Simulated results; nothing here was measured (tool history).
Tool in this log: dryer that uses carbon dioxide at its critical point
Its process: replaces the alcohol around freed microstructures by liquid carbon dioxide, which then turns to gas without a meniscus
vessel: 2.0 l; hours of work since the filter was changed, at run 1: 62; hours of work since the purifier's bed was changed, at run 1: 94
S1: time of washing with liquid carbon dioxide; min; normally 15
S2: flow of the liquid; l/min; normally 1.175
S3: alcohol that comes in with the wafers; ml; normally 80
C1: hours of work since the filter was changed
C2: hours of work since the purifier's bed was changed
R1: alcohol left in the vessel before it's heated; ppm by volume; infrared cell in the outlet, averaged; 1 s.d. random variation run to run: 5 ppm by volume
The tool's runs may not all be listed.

run,hour,S1,S2,S3,C1,C2,R1
1,0,15,1.175,80,62,94,48
2,48.8,15,0.8,80,78,111,184
3,79.5,15,1.175,80,89,121,60
4,130.4,15,1.175,80,106,139,57
5,173.1,15,1.175,80,121,153,75
6,217.1,15,1.57,80,136,168,61
7,245.5,15,1.57,80,146,178,62
8,281.3,15,0.78,80,158,190,273
9,304.6,13,0.78,80,166,198,457
10,352.9,15,1.175,55,183,215,80
11,394.1,15,1.175,55,197,229,85
12,446.6,10,1.175,80,215,247,255
13,470.3,10,1.175,80,223,255,266
14,525.3,10,1.175,80,242,274,283
15,561.4,10,1.175,80,254,286,287
16,586.6,10,1.175,24,263,295,161
17,614.1,10,1.175,24,272,304,170
18,642.8,10,1.175,24,282,314,170
19,691.5,10,1.175,24,299,331,168
20,733.9,16,1.175,24,313,346,119
21,785.9,16,1.175,24,331,363,122
# hour 825.7: inlet filter changed
22,835.2,16,1.175,24,3,380,134
23,882.6,15,1.175,46,20,396,143
24,925.6,15,1.175,46,34,411,149
25,966.4,15,1.175,46,48,425,149
26,1018,15,1.175,46,66,443,159
27,1063.5,15,1.175,46,82,458,163
28,1118,15,1.81,46,100,477,164
29,1156.3,16,1.35,32,113,490,166
30,1188.5,15,1.16,29,124,501,176
31,1225.9,11,1.45,22,137,514,183
32,1260.8,15,1.66,26,149,526,185
33,1292,15,0.74,80,160,537,437
34,1344.9,15,0.74,80,178,555,454
35,1373.3,15,0.8,53,188,564,309
36,1416.6,15,0.8,53,203,579,302
37,1443.7,15,0.8,51,212,589,307
38,1468.4,11,1.74,24,220,597,199
39,1522.6,24,1.18,24,239,616,202
40,1572,23,1.59,46,256,633,213
41,1603.9,23,1.59,46,267,643,216
42,1641.2,22,1.175,102,280,656,221
43,1677.9,15,1.08,84,292,669,260
# hour 1685.3: purifier's bed changed
44,1716.6,17,0.78,60,304,11,93
45,1741.3,22,1.24,47,313,19,19
46,1763.9,9,1.76,47,321,27,33

Consider 4 possible next runs. They are alternatives, not a sequence: every one starts from the tool as it was left by run 46. What does each give?
A,1805.8,9,1.76,62,335,41,?
B,1805.8,15,1.2,80,335,41,?
C,1805.8,16,1.52,22,335,41,?
D,1805.8,15,1.26,80,335,41,?

run,R1
A,41
B,27
C,14
D,24
Without the tool's hidden state the same runs would have given:
run,R1
A,14
B,4
C,0
D,3

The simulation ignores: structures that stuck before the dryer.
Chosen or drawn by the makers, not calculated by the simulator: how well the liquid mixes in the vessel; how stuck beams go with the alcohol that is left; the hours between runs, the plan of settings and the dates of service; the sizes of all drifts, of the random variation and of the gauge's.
